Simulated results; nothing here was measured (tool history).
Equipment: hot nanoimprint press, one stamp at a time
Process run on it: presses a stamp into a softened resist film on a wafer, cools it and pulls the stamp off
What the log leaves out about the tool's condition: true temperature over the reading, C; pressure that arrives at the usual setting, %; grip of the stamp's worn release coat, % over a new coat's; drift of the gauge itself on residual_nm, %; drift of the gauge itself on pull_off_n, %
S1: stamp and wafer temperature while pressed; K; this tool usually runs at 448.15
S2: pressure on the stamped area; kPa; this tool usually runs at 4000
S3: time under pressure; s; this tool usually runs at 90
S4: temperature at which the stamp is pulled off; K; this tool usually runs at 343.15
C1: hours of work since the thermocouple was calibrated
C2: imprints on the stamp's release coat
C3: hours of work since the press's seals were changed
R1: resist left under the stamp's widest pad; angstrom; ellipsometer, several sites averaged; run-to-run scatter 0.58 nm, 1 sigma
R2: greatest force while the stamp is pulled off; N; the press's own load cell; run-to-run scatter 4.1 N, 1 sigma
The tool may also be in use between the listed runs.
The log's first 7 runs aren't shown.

run 8 hour=172.2 | S1=448.15 S2=4000 S3=90 S4=346.15 | C1=79 C2=2382 C3=260 | R1=2026 R2=296
run 9 hour=204.6 | S1=448.15 S2=4000 S3=90 S4=346.15 | C1=93 C2=2430 C3=274 | R1=2027 R2=307
run 10 hour=221.8 | S1=448.15 S2=2940 S3=90 S4=343.15 | C1=100 C2=2455 C3=282 | R1=2356 R2=333
run 11 hour=236.4 | S1=448.15 S2=2940 S3=57 S4=343.15 | C1=106 C2=2477 C3=288 | R1=2763 R2=329
-- hour=254.8 stamp cleaned and given a new release coat
run 12 hour=264.4 | S1=448.15 S2=2940 S3=51 S4=343.15 | C1=116 C2=14 C3=297 | R1=2864 R2=205
run 13 hour=286.7 | S1=448.15 S2=4000 S3=90 S4=343.15 | C1=125 C2=47 C3=307 | R1=2051 R2=202
run 14 hour=314.6 | S1=448.15 S2=4000 S3=90 S4=343.15 | C1=137 C2=89 C3=319 | R1=2045 R2=206
run 15 hour=347.7 | S1=448.15 S2=4000 S3=90 S4=343.15 | C1=151 C2=138 C3=333 | R1=2053 R2=213
run 16 hour=363.3 | S1=448.15 S2=4000 S3=90 S4=343.15 | C1=158 C2=161 C3=340 | R1=2052 R2=211
run 17 hour=381.4 | S1=458.15 S2=4000 S3=90 S4=343.15 | C1=166 C2=188 C3=347 | R1=1237 R2=216
run 18 hour=398.7 | S1=458.15 S2=4000 S3=90 S4=343.15 | C1=173 C2=213 C3=355 | R1=1240 R2=204
run 19 hour=423.2 | S1=458.15 S2=4000 S3=90 S4=343.15 | C1=184 C2=249 C3=365 | R1=1241 R2=214
run 20 hour=455.8 | S1=458.15 S2=4000 S3=90 S4=343.15 | C1=198 C2=298 C3=379 | R1=1244 R2=212
run 21 hour=480.8 | S1=448.15 S2=4000 S3=49 S4=349.15 | C1=209 C2=335 C3=390 | R1=2564 R2=178
run 22 hour=513.6 | S1=448.15 S2=4000 S3=49 S4=349.15 | C1=223 C2=383 C3=404 | R1=2582 R2=187
run 23 hour=534.8 | S1=448.15 S2=4000 S3=49 S4=349.15 | C1=232 C2=414 C3=413 | R1=2591 R2=190
run 24 hour=562.9 | S1=448.15 S2=4000 S3=49 S4=349.15 | C1=244 C2=456 C3=425 | R1=2578 R2=180
run 25 hour=578.5 | S1=439.15 S2=4000 S3=49 S4=349.15 | C1=250 C2=479 C3=432 | R1=3698 R2=196
run 26 hour=597.1 | S1=446.15 S2=4000 S3=49 S4=349.15 | C1=258 C2=507 C3=440 | R1=2833 R2=188
run 27 hour=613.5 | S1=448.15 S2=6210 S3=134 S4=343.15 | C1=265 C2=531 C3=447 | R1=1415 R2=232
run 28 hour=642.0 | S1=455.15 S2=4000 S3=90 S4=331.15 | C1=278 C2=573 C3=459 | R1=1465 R2=299
run 29 hour=661.5 | S1=448.15 S2=4000 S3=161 S4=333.15 | C1=286 C2=602 C3=467 | R1=1660 R2=305
run 30 hour=690.0 | S1=448.15 S2=5370 S3=90 S4=329.15 | C1=298 C2=644 C3=480 | R1=1810 R2=321
run 31 hour=715.3 | S1=448.15 S2=5370 S3=102 S4=329.15 | C1=309 C2=681 C3=491 | R1=1713 R2=316

Forecast each of these 3 alternatives for the next run:
run A hour=734.2 | S1=448.15 S2=4440 S3=102 S4=346.15 | C1=317 C2=709 C3=499 | R1=? R2=?
run B hour=734.2 | S1=448.15 S2=3270 S3=90 S4=341.15 | C1=317 C2=709 C3=499 | R1=? R2=?
run C hour=734.2 | S1=448.15 S2=3300 S3=90 S4=343.15 | C1=317 C2=709 C3=499 | R1=? R2=?

run=A R1=1894 R2=220
run=B R1=2302 R2=251
run=C R1=2300 R2=241
What these runs would have given with no unlogged condition in the tool:
run=A R1=1810 R2=184
run=B R1=2209 R2=211
run=C R1=2207 R2=202
